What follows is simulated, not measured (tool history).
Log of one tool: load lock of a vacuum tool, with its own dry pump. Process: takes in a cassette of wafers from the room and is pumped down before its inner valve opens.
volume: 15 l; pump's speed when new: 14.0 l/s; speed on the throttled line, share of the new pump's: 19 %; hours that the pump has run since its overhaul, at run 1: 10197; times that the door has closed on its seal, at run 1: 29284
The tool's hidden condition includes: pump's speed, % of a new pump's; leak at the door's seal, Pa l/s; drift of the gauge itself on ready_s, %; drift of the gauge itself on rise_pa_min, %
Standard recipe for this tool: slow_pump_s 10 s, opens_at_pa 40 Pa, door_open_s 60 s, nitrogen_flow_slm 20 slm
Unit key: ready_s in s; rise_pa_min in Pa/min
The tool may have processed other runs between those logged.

| run | hour | slow_pump_s | opens_at_pa | door_open_s | nitrogen_flow_slm | hours that the pump has run since its overhaul | times that the door has closed on its seal | incoming humidity of the room's air, % | ready_s | rise_pa_min |
|---|---|---|---|---|---|---|---|---|---|---|
| 1 | 0 | 10 | 40 | 60 | 20 | 10197 | 29284 | 42.9 | 16.5 | 0.035 |
| 2 | 414.8 | 19 | 40 | 60 | 20 | 10612 | 30326 | 48 | 23.7 | 0.035 |
| 3 | 686.4 | 19 | 40 | 60 | 20 | 10883 | 31009 | 41.8 | 23.8 | 0.035 |
| 4 | 1214.9 | 19 | 40 | 185 | 20 | 11412 | 32337 | 44.3 | 23.8 | 0.042 |
| 5 | 1679.3 | 19 | 40 | 185 | 20 | 11876 | 33504 | 45.6 | 23.8 | 0.046 |
| 6 | 2031.1 | 10 | 40 | 60 | 20 | 12228 | 34387 | 47.2 | 16.5 | 0.035 |
| 7 | 2446.8 | 10 | 40 | 60 | 20 | 12644 | 35432 | 43.7 | 16.5 | 0.039 |
|  | 2613.9 | dry pump taken out, an overhauled one fitted |
| 8 | 2692 | 10 | 40 | 60 | 20 | 78 | 36033 | 45.9 | 16.6 | 0.037 |
| 9 | 2931.5 | 10 | 40 | 60 | 20 | 318 | 36635 | 45.5 | 16.5 | 0.036 |
| 10 | 3280.9 | 10 | 40 | 60 | 20 | 667 | 37513 | 47.1 | 16.5 | 0.034 |
| 11 | 3780.5 | 10 | 40 | 60 | 25 | 1167 | 38768 | 42.9 | 16.6 | 0.034 |
| 12 | 4330.5 | 10 | 40 | 60 | 20 | 1717 | 40150 | 43.4 | 16.6 | 0.036 |
| 13 | 4688.5 | 10 | 40 | 60 | 20 | 2075 | 41050 | 46.1 | 16.6 | 0.035 |
| 14 | 5155.3 | 10 | 40 | 60 | 20 | 2541 | 42223 | 44.9 | 16.5 | 0.033 |
| 15 | 5463.9 | 10 | 40 | 60 | 20 | 2850 | 42998 | 46.2 | 16.5 | 0.032 |
| 16 | 5894.1 | 10 | 40 | 60 | 5 | 3280 | 44079 | 48.9 | 16.7 | 0.055 |
| 17 | 6306.7 | 10 | 40 | 60 | 20 | 3693 | 45116 | 46.9 | 16.5 | 0.041 |
| 18 | 6858 | 10 | 40 | 60 | 20 | 4244 | 46502 | 47.8 | 16.5 | 0.04 |
| 19 | 7414.1 | 10 | 41 | 116 | 36 | 4800 | 47899 | 42 | 16.6 | 0.034 |
| 20 | 7934.3 | 10 | 64 | 67 | 34 | 5320 | 49206 | 44.3 | 16.1 | 0.03 |
| 21 | 8398.1 | 6 | 40 | 60 | 6 | 5784 | 50372 | 49.3 | 13.2 | 0.057 |
| 22 | 8937.9 | 10 | 68 | 26 | 20 | 6324 | 51728 | 45.4 | 16 | 0.028 |
| 23 | 9458.1 | 10 | 40 | 192 | 15 | 6844 | 53035 | 46.4 | 16.5 | 0.055 |
| 24 | 9801.2 | 9 | 43 | 208 | 11 | 7187 | 53897 | 42.4 | 15.8 | 0.06 |
| 25 | 10122.5 | 19 | 40 | 142 | 20 | 7509 | 54705 | 43.8 | 23.6 | 0.052 |
| 26 | 10506.9 | 5 | 74 | 77 | 7 | 7893 | 55671 | 44 | 11.7 | 0.05 |
| 27 | 10799.5 | 10 | 36 | 60 | 20 | 8186 | 56406 | 47 | 16.5 | 0.04 |
|  | 11144.6 | door's seal changed, seat wiped |
| 28 | 11197.8 | 8 | 42 | 40 | 8 | 8582 | 134 | 44.3 | 14.7 | 0.042 |
| 29 | 11449.7 | 8 | 42 | 40 | 8 | 8834 | 767 | 45.2 | 15 | 0.044 |
| 30 | 11900.2 | 10 | 40 | 67 | 38 | 9285 | 1899 | 44.1 | 16.5 | 0.027 |
| 31 | 12176.9 | 10 | 40 | 67 | 38 | 9562 | 2594 | 44.8 | 16.5 | 0.025 |
| 32 | 12685.2 | 10 | 40 | 67 | 38 | 10070 | 3872 | 42.9 | 16.4 | 0.023 |
| 33 | 12970.5 | 10 | 67 | 40 | 18 | 10355 | 4589 | 41.6 | 16.1 | 0.03 |
| 34 | 13218.8 | 10 | 67 | 40 | 18 | 10603 | 5212 | 46.9 | 16 | 0.038 |
| 35 | 13715.8 | 10 | 62 | 60 | 31 | 11100 | 6461 | 45.7 | 16 | 0.028 |
| 36 | 14127.1 | 5 | 62 | 60 | 9 | 11512 | 7495 | 44.1 | 12.2 | 0.045 |

Hidden condition of the tool, last listed run before each entry between runs versus first listed run after:
Logged between run 7 and run 8: dry pump taken out, an overhauled one fitted (hour 2613.9)
  pump's speed, % of a new pump's: 99.8 -> 100
Logged between run 27 and run 28: door's seal changed, seat wiped (hour 11144.6)
  leak at the door's seal, Pa l/s: 0.0024 -> 0.002
